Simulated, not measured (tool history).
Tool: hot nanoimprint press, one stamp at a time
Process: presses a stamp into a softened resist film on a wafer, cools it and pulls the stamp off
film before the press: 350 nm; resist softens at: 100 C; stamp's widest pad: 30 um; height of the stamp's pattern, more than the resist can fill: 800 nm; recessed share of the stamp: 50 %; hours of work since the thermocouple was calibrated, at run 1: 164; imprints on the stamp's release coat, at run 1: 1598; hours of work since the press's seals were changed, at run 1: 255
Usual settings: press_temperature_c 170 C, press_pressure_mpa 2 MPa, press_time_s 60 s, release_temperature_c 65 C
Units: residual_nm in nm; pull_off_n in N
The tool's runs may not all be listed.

run,day,press_temperature_c,press_pressure_mpa,press_time_s,release_temperature_c,hours of work since the thermocouple was calibrated,imprints on the stamp's release coat,hours of work since the press's seals were changed,residual_nm,pull_off_n
1,0,170,2,60,65,164,1598,255,188.3,359
2,0.775,170,2,60,65,176,1657,268,187.6,363
3,1.308,170,2,60,65,185,1698,276,186.9,365
4,2.062,170,2,60,65,197,1755,288,187.5,382
5,2.921,170,2,60,65,211,1820,302,186,380
6,3.5,170,2,60,65,220,1865,311,186.9,394
7,4.217,170,2,60,65,231,1919,323,187.2,402
8,4.608,170,2,60,65,238,1949,329,185,393
9,5.433,170,2,60,65,251,2011,342,185.1,403
10,5.838,170,2,106,65,258,2042,349,149.9,416
# day 6.392: stamp cleaned and given a new release coat
11,6.575,166,2,60,65,265,14,357,220.7,212
12,7.104,170,2,60,65,274,54,365,185.1,230
13,7.671,170,2,60,65,283,98,374,184.1,227
14,8.321,170,2,60,65,293,147,385,185.1,228
# day 8.721: plate thermocouple calibrated
15,9.079,170,1.72,60,65,6,195,395,190,236

Forecast run 16:
16,9.583,173,2.77,60,68,14,233,403,?,?

Run 16 gave residual_nm 134.8 nm, pull_off_n 230 N.
Without the tool's hidden state the same run would have given residual_nm 142.9 nm, pull_off_n 213 N.
